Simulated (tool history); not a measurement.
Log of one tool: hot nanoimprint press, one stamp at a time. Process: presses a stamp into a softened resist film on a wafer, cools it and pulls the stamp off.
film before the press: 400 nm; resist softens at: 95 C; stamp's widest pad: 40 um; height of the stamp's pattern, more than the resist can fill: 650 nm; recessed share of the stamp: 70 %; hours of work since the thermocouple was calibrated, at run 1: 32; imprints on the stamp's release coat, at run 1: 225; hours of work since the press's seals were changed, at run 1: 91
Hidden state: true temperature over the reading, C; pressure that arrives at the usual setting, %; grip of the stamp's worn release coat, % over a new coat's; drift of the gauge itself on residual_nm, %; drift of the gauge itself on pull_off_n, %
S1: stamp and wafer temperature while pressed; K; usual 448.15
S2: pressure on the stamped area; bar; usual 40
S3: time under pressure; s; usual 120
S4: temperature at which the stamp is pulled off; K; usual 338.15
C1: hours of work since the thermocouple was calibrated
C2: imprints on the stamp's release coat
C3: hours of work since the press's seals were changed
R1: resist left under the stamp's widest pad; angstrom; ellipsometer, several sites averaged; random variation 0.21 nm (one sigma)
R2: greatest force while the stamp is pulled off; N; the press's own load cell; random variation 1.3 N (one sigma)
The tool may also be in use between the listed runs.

{"run": 1, "hour": 0.0, "S1": 448.15, "S2": 40, "S3": 120, "S4": 338.15, "C1": 32, "C2": 225, "C3": 91, "R1": 1479, "R2": 123}
{"run": 2, "hour": 13.2, "S1": 448.15, "S2": 40, "S3": 120, "S4": 338.15, "C1": 38, "C2": 266, "C3": 97, "R1": 1481, "R2": 122}
{"run": 3, "hour": 21.7, "S1": 448.15, "S2": 40, "S3": 120, "S4": 338.15, "C1": 42, "C2": 292, "C3": 100, "R1": 1482, "R2": 121}
{"run": 4, "hour": 31.7, "S1": 448.15, "S2": 40, "S3": 120, "S4": 326.15, "C1": 46, "C2": 324, "C3": 105, "R1": 1483, "R2": 136}
{"run": 5, "hour": 39.9, "S1": 448.15, "S2": 40, "S3": 120, "S4": 326.15, "C1": 50, "C2": 349, "C3": 108, "R1": 1482, "R2": 138}
{"run": 6, "hour": 50.6, "S1": 448.15, "S2": 40, "S3": 120, "S4": 326.15, "C1": 55, "C2": 382, "C3": 113, "R1": 1483, "R2": 137}
{"run": 7, "hour": 61.7, "S1": 448.15, "S2": 40, "S3": 120, "S4": 338.15, "C1": 60, "C2": 417, "C3": 118, "R1": 1484, "R2": 119}
{"run": 8, "hour": 74.6, "S1": 448.15, "S2": 40, "S3": 169, "S4": 338.15, "C1": 65, "C2": 457, "C3": 124, "R1": 1315, "R2": 121}
{"run": 9, "hour": 87.4, "S1": 445.15, "S2": 40, "S3": 169, "S4": 338.15, "C1": 71, "C2": 497, "C3": 130, "R1": 1426, "R2": 121}
{"run": 10, "hour": 94.3, "S1": 445.15, "S2": 40, "S3": 122, "S4": 338.15, "C1": 74, "C2": 518, "C3": 133, "R1": 1597, "R2": 122}
{"run": 11, "hour": 103.7, "S1": 445.15, "S2": 40, "S3": 122, "S4": 338.15, "C1": 78, "C2": 547, "C3": 137, "R1": 1594, "R2": 120}
{"run": 12, "hour": 116.7, "S1": 445.15, "S2": 40, "S3": 122, "S4": 338.15, "C1": 84, "C2": 588, "C3": 143, "R1": 1595, "R2": 121}
{"run": 13, "hour": 123.6, "S1": 448.15, "S2": 27.7, "S3": 120, "S4": 338.15, "C1": 87, "C2": 609, "C3": 146, "R1": 1820, "R2": 120}
{"run": 14, "hour": 133.1, "S1": 460.15, "S2": 44.2, "S3": 232, "S4": 342.15, "C1": 91, "C2": 639, "C3": 150, "R1": 812, "R2": 115}
{"run": 15, "hour": 143.3, "S1": 442.15, "S2": 34.9, "S3": 120, "S4": 338.15, "C1": 96, "C2": 670, "C3": 154, "R1": 1875, "R2": 122}
{"run": 16, "hour": 152.8, "S1": 442.15, "S2": 28.1, "S3": 120, "S4": 333.15, "C1": 100, "C2": 700, "C3": 159, "R1": 2098, "R2": 127}
{"run": 17, "hour": 163.1, "S1": 459.15, "S2": 28.1, "S3": 64, "S4": 326.15, "C1": 105, "C2": 732, "C3": 163, "R1": 1729, "R2": 140}
{"run": 18, "hour": 176.1, "S1": 441.15, "S2": 32.3, "S3": 152, "S4": 326.15, "C1": 110, "C2": 772, "C3": 169, "R1": 1856, "R2": 135}
{"run": 19, "hour": 185.2, "S1": 448.15, "S2": 41.2, "S3": 120, "S4": 338.15, "C1": 114, "C2": 801, "C3": 173, "R1": 1459, "R2": 119}
{"run": 20, "hour": 195.1, "S1": 448.15, "S2": 40, "S3": 120, "S4": 329.15, "C1": 119, "C2": 831, "C3": 177, "R1": 1479, "R2": 132}
{"run": 21, "hour": 201.8, "S1": 456.15, "S2": 32.3, "S3": 139, "S4": 329.15, "C1": 122, "C2": 852, "C3": 180, "R1": 1305, "R2": 136}
{"run": 22, "hour": 210.0, "S1": 453.15, "S2": 40, "S3": 120, "S4": 336.15, "C1": 125, "C2": 878, "C3": 184, "R1": 1307, "R2": 122}
{"run": 23, "hour": 223.3, "S1": 437.15, "S2": 40, "S3": 61, "S4": 338.15, "C1": 131, "C2": 919, "C3": 190, "R1": 2451, "R2": 120}
{"run": 24, "hour": 229.0, "S1": 438.15, "S2": 59.5, "S3": 61, "S4": 336.15, "C1": 134, "C2": 937, "C3": 192, "R1": 1966, "R2": 126}
{"run": 25, "hour": 235.3, "S1": 438.15, "S2": 59.5, "S3": 61, "S4": 336.15, "C1": 137, "C2": 956, "C3": 195, "R1": 1965, "R2": 126}
{"run": 26, "hour": 242.2, "S1": 438.15, "S2": 59.5, "S3": 61, "S4": 336.15, "C1": 140, "C2": 978, "C3": 198, "R1": 1965, "R2": 122}

Forecast each of these 4 alternatives for the next run:
{"run": "A", "hour": 250.3, "S1": 448.15, "S2": 62.3, "S3": 120, "S4": 327.15, "C1": 143, "C2": 1003, "C3": 202, "R1": "?", "R2": "?"}
{"run": "B", "hour": 250.3, "S1": 438.15, "S2": 26.2, "S3": 61, "S4": 335.15, "C1": 143, "C2": 1003, "C3": 202, "R1": "?", "R2": "?"}
{"run": "C", "hour": 250.3, "S1": 452.15, "S2": 35.7, "S3": 61, "S4": 336.15, "C1": 143, "C2": 1003, "C3": 202, "R1": "?", "R2": "?"}
{"run": "D", "hour": 250.3, "S1": 438.15, "S2": 29.7, "S3": 76, "S4": 323.15, "C1": 143, "C2": 1003, "C3": 202, "R1": "?", "R2": "?"}

run=A R1=1142 R2=134
run=B R1=2854 R2=126
run=C R1=1798 R2=124
run=D R1=2576 R2=141
Without the tool's hidden state the same runs would have given:
run=A R1=1143 R2=134
run=B R1=2855 R2=125
run=C R1=1798 R2=123
run=D R1=2576 R2=141

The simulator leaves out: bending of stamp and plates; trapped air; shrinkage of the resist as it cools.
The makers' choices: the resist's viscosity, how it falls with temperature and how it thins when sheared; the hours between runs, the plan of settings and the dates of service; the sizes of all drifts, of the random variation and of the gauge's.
